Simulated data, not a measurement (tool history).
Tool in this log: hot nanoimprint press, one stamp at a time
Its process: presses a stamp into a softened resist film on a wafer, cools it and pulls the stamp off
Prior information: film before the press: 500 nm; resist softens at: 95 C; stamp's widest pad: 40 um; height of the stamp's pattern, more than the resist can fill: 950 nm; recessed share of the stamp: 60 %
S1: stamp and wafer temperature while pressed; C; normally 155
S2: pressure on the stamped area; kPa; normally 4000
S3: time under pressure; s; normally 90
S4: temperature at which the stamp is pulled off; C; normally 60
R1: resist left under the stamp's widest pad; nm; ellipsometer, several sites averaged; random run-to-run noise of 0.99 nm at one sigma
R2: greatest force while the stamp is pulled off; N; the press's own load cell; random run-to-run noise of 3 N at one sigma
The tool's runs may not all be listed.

run,hour,S1,S2,S3,S4,R1,R2
1,0.0,155,4000,90,60,185.6,218
2,10.8,155,4000,90,60,185.3,226
# hour 19.2: plate thermocouple calibrated
3,27.3,155,4000,90,60,206.9,238
4,39.7,155,4000,90,60,204.4,231
5,54.3,155,4000,90,60,204.4,235
6,66.4,155,4000,90,60,206.6,243
7,72.9,155,4000,90,60,203.7,236
8,83.5,155,4000,90,60,204.5,240
9,97.8,164,4000,90,60,119.4,238
10,107.7,155,4000,90,60,204.2,251
11,113.9,155,4000,90,60,205.0,235
12,127.8,155,4000,90,60,204.6,243
13,140.0,155,4000,90,60,202.2,237

For run 14, what comes out?
14,149.2,155,4000,90,60,?,?

{"run 14": {"R1": 202.6, "R2": 252}}
The same run, on a tool lacking any hidden state, would have yielded R1 202.3 nm, R2 144 N.

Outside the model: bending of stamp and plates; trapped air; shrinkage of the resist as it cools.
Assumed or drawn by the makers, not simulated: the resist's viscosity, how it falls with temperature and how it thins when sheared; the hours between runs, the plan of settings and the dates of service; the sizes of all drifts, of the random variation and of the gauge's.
